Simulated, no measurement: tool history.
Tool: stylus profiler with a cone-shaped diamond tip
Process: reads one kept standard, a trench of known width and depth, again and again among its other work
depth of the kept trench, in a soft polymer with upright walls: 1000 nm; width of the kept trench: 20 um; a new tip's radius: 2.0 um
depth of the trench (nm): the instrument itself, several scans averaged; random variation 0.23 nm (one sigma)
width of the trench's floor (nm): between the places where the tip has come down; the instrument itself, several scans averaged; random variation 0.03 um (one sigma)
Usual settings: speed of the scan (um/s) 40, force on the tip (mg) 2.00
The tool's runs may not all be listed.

| run | hour | speed of the scan (um/s) | force on the tip (mg) | depth of the trench (nm) | width of the trench's floor (nm) |
|---|---|---|---|---|---|
| 1 | 0.0 | 40 | 2.00 | 1011.61 | 16330 |
| 2 | 18.5 | 40 | 2.37 | 1012.87 | 16410 |
| 3 | 34.3 | 136 | 2.00 | 1011.87 | 15990 |
|  | 38.1 | new tip fitted, height scale calibrated |
| 4 | 51.0 | 136 | 2.00 | 1011.78 | 16080 |
| 5 | 60.3 | 37 | 2.00 | 1011.65 | 16360 |
| 6 | 73.3 | 11 | 2.00 | 1011.27 | 16460 |
| 7 | 91.9 | 11 | 2.00 | 1011.27 | 16510 |
| 8 | 108.2 | 11 | 2.00 | 1011.46 | 16490 |
| 9 | 121.6 | 11 | 2.00 | 1011.99 | 16470 |
| 10 | 136.4 | 81 | 2.00 | 1011.71 | 16260 |
| 11 | 151.9 | 40 | 2.00 | 1011.84 | 16450 |
| 12 | 168.1 | 40 | 0.70 | 1006.02 | 16280 |
| 13 | 176.6 | 44 | 2.00 | 1011.68 | 16400 |
| 14 | 184.7 | 18 | 2.00 | 1011.73 | 16450 |
| 15 | 200.2 | 18 | 2.00 | 1011.86 | 16460 |
| 16 | 215.7 | 103 | 5.66 | 1023.07 | 16330 |
| 17 | 227.8 | 117 | 1.60 | 1009.80 | 16090 |
| 18 | 240.8 | 117 | 1.60 | 1010.06 | 16120 |
| 19 | 260.0 | 117 | 1.60 | 1009.95 | 16110 |
| 20 | 278.6 | 13 | 0.81 | 1006.17 | 16470 |
| 21 | 291.8 | 23 | 1.66 | 1010.16 | 16440 |
| 22 | 307.6 | 11 | 1.86 | 1011.11 | 16490 |
| 23 | 315.3 | 43 | 0.98 | 1007.62 | 16300 |
| 24 | 332.1 | 43 | 0.98 | 1007.42 | 16350 |
| 25 | 348.4 | 110 | 2.00 | 1011.43 | 16180 |

Hidden state or all else? Some run-to-run changes of width of the trench's floor (nm), split into what the settings, what came in and random variation would give without the hidden state, and what is left for the hidden state (with any gauge scatter that isn't in both results):
The hidden state here: radius of the tip, um; height scale over the true one, %; drift of the gauge itself on depth_nm, %; drift of the gauge itself on floor_um, %.
Run 2 -> 3: speed of the scan (um/s) 40 -> 136, force on the tip (mg) 2.37 -> 2.00. width of the trench's floor (nm) -420: hidden state +0, all else -420.
Run 3 -> 4: new tip fitted, height scale calibrated. width of the trench's floor (nm) +90: hidden state +30, all else +60.
Run 9 -> 10: speed of the scan (um/s) 11 -> 81. width of the trench's floor (nm) -210: hidden state -10, all else -200.
Run 19 -> 20: speed of the scan (um/s) 117 -> 13, force on the tip (mg) 1.60 -> 0.81. width of the trench's floor (nm) +360: hidden state +0, all else +360.
